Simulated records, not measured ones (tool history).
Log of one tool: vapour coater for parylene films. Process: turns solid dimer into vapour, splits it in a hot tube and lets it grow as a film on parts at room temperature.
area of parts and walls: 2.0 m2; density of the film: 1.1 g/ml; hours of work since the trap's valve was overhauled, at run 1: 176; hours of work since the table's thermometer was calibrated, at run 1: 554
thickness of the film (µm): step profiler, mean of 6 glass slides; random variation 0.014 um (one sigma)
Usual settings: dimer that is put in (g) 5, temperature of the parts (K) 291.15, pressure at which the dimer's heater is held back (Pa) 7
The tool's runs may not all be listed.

run,hour,dimer that is put in (g),temperature of the parts (K),pressure at which the dimer's heater is held back (Pa),hours of work since the trap's valve was overhauled,hours of work since the table's thermometer was calibrated,thickness of the film (µm)
1,0,5,291.15,7,176,554,1.46
2,10.5,5,291.15,2.73,184,561,1.61
3,19,5,291.15,4.7,190,567,1.48
4,36.3,5,291.15,4.7,202,580,1.48
5,47.3,5,291.15,4.7,210,587,1.47
6,60.6,5,291.15,4.7,220,597,1.48
7,71.7,5,291.15,7,227,605,1.41
8,82,5,289.15,9.08,235,612,1.42
# hour 84.7: table's thermometer calibrated
9,96.7,5,302.15,2.14,245,9,1.23
# hour 112.7: trap's valve overhauled
# hour 116.1: table's thermometer calibrated, once more
10,121.1,5,302.15,2.14,5,4,1.42

The next listed run, before its measurement:
11,137.6,5,302.15,2.14,17,15,?

Run 11 gave thickness of the film (µm) 1.42.
Without the tool's hidden state the same run would have given thickness of the film (µm) 1.44.
